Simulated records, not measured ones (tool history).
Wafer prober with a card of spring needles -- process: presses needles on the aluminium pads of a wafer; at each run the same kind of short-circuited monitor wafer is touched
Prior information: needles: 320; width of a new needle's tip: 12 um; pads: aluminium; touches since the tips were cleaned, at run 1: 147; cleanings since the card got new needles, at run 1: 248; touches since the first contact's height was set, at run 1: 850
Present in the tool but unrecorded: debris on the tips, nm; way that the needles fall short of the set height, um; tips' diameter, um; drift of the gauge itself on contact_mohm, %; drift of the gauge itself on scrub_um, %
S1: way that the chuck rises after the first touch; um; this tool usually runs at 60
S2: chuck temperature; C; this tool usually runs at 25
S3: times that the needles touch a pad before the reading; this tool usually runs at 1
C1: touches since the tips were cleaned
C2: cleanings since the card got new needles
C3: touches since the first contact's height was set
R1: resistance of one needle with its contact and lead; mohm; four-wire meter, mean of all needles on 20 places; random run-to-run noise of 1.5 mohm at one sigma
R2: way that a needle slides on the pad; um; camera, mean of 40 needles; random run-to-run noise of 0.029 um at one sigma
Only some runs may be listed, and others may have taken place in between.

run,day,S1,S2,S3,C1,C2,C3,R1,R2
1,0.000,60,25,1,147,248,850,138,13.38
# day 0.533: tips cleaned on abrasive film
# day 1.067: tips cleaned on abrasive film
# day 1.733: tips cleaned on abrasive film
# day 2.400: tips cleaned on abrasive film
2,2.775,60,25,1,1977,252,15471,140,13.43
# day 3.042: tips cleaned on abrasive film
# day 3.708: tips cleaned on abrasive film
# day 4.242: tips cleaned on abrasive film
# day 4.908: tips cleaned on abrasive film
# day 5.575: tips cleaned on abrasive film
# day 6.108: tips cleaned on abrasive film
3,6.117,60,25,1,41,258,33069,139,13.45
# day 6.650: tips cleaned on abrasive film
# day 7.317: tips cleaned on abrasive film
# day 7.850: tips cleaned on abrasive film
# day 8.517: tips cleaned on abrasive film
4,8.654,42,25,1,735,262,46455,145,9.39
# day 9.058: tips cleaned on abrasive film
# day 9.725: tips cleaned on abrasive film
# day 10.258: tips cleaned on abrasive film
# day 10.925: tips cleaned on abrasive film
5,11.425,60,87,1,2662,266,61059,151,13.43
# day 11.562: tips cleaned on abrasive film
# day 12.229: tips cleaned on abrasive film
# day 12.896: tips cleaned on abrasive film
# day 13.558: tips cleaned on abrasive film
6,13.650,60,25,1,466,270,72762,142,13.44
# day 14.183: tips cleaned on abrasive film
# day 14.850: tips cleaned on abrasive film
# day 15.512: tips cleaned on abrasive film
# day 16.179: tips cleaned on abrasive film
# day 16.712: tips cleaned on abrasive film
# day 17.379: tips cleaned on abrasive film
# day 17.525: height of the first contact set anew
# day 17.933: tips cleaned on abrasive film
7,17.933,60,25,1,0,277,2144,138,13.52
# day 18.600: tips cleaned on abrasive film
# day 19.133: tips cleaned on abrasive film
# day 19.800: tips cleaned on abrasive film
# day 20.467: tips cleaned on abrasive film
# day 21.021: tips cleaned on abrasive film
8,21.021,60,25,1,0,282,18405,139,13.46
# day 21.688: tips cleaned on abrasive film
# day 22.221: tips cleaned on abrasive film
# day 22.888: tips cleaned on abrasive film
9,23.412,60,25,2,2788,285,31024,140,13.48
# day 23.546: tips cleaned on abrasive film
# day 24.083: tips cleaned on abrasive film
# day 24.746: tips cleaned on abrasive film
# day 25.283: tips cleaned on abrasive film
10,25.779,70,25,1,2632,289,43488,139,15.74
# day 25.912: tips cleaned on abrasive film
# day 26.579: tips cleaned on abrasive film
# day 27.246: tips cleaned on abrasive film
# day 27.912: tips cleaned on abrasive film
# day 28.579: tips cleaned on abrasive film
11,28.662,60,42,1,439,294,58676,143,13.53
# day 29.196: tips cleaned on abrasive film
# day 29.862: tips cleaned on abrasive film
# day 30.529: tips cleaned on abrasive film
# day 31.196: tips cleaned on abrasive film
# day 31.729: tips cleaned on abrasive film
# day 32.392: tips cleaned on abrasive film
# day 32.929: tips cleaned on abrasive film
12,32.933,60,42,1,28,301,81178,142,13.48
# day 33.462: tips cleaned on abrasive film
# day 34.129: tips cleaned on abrasive film
# day 34.796: tips cleaned on abrasive film
# day 35.204: height of the first contact set anew
13,35.242,53,44,1,2292,304,185,146,11.97
# day 35.379: tips cleaned on abrasive film
# day 36.042: tips cleaned on abrasive film
# day 36.708: tips cleaned on abrasive film
# day 37.271: tips cleaned on abrasive film
14,37.271,60,53,1,0,308,10866,144,13.50
# day 37.938: tips cleaned on abrasive film
# day 38.471: tips cleaned on abrasive film
# day 39.138: tips cleaned on abrasive film
# day 39.804: tips cleaned on abrasive film
15,39.983,60,69,1,958,312,25165,149,13.54
# day 40.383: tips cleaned on abrasive film
# day 41.050: tips cleaned on abrasive film
# day 41.717: tips cleaned on abrasive film
# day 42.383: tips cleaned on abrasive film
# day 42.917: tips cleaned on abrasive film
16,42.917,66,69,2,0,317,40618,144,14.92
# day 43.550: tips cleaned on abrasive film
# day 44.217: tips cleaned on abrasive film
# day 44.883: tips cleaned on abrasive film
# day 45.417: tips cleaned on abrasive film
# day 46.083: tips cleaned on abrasive film
# day 46.712: tips cleaned on abrasive film
17,46.712,64,25,1,0,323,60607,138,14.46
# day 47.246: tips cleaned on abrasive film
# day 47.912: tips cleaned on abrasive film
# day 48.575: tips cleaned on abrasive film
# day 49.112: tips cleaned on abrasive film
18,49.417,54,74,2,1624,327,74873,150,12.24
# day 49.688: tips cleaned on abrasive film
# day 50.221: tips cleaned on abrasive film
# day 50.883: tips cleaned on abrasive film
# day 51.550: tips cleaned on abrasive film
19,51.767,54,74,2,1137,331,87246,148,12.21
# day 52.167: tips cleaned on abrasive film
# day 52.833: tips cleaned on abrasive film
# day 52.846: height of the first contact set anew
# day 53.379: tips cleaned on abrasive film
# day 54.046: tips cleaned on abrasive film
20,54.362,78,25,2,1692,335,8013,137,17.64
# day 54.633: tips cleaned on abrasive film
# day 55.300: tips cleaned on abrasive film
# day 55.967: tips cleaned on abrasive film
# day 56.633: tips cleaned on abrasive film
# day 57.200: tips cleaned on abrasive film
21,57.200,46,25,1,0,340,22948,145,10.43
# day 57.867: tips cleaned on abrasive film
# day 58.533: tips cleaned on abrasive film
# day 59.200: tips cleaned on abrasive film
22,59.562,58,93,1,1925,343,35405,154,13.20
# day 59.829: tips cleaned on abrasive film
# day 60.496: tips cleaned on abrasive film
# day 61.162: tips cleaned on abrasive film
# day 61.696: tips cleaned on abrasive film
# day 62.292: tips cleaned on abrasive film
23,62.292,54,30,2,0,348,49767,142,12.23
# day 62.954: tips cleaned on abrasive film
# day 63.492: tips cleaned on abrasive film
# day 64.154: tips cleaned on abrasive film
# day 64.779: tips cleaned on abrasive film
24,64.779,50,25,3,0,352,62883,140,11.36

Each row is a separate what-if for the run after 24, all from the same tool condition, not one after another. Results?
# day 65.446: tips cleaned on abrasive film
# day 66.112: tips cleaned on abrasive film
# day 66.779: tips cleaned on abrasive film
# day 67.446: tips cleaned on abrasive film
A,67.850,45,25,1,2147,356,79075,?,?
# day 65.446: tips cleaned on abrasive film
# day 66.112: tips cleaned on abrasive film
# day 66.779: tips cleaned on abrasive film
# day 67.446: tips cleaned on abrasive film
B,67.850,75,25,2,2147,356,79075,?,?
# day 65.446: tips cleaned on abrasive film
# day 66.112: tips cleaned on abrasive film
# day 66.779: tips cleaned on abrasive film
# day 67.446: tips cleaned on abrasive film
C,67.850,65,25,3,2147,356,79075,?,?

run,R1,R2
A,145,10.21
B,140,17.03
C,138,14.71
Had the tool no hidden state, the same runs would have come out as:
run,R1,R2
A,145,10.07
B,140,16.79
C,138,14.49

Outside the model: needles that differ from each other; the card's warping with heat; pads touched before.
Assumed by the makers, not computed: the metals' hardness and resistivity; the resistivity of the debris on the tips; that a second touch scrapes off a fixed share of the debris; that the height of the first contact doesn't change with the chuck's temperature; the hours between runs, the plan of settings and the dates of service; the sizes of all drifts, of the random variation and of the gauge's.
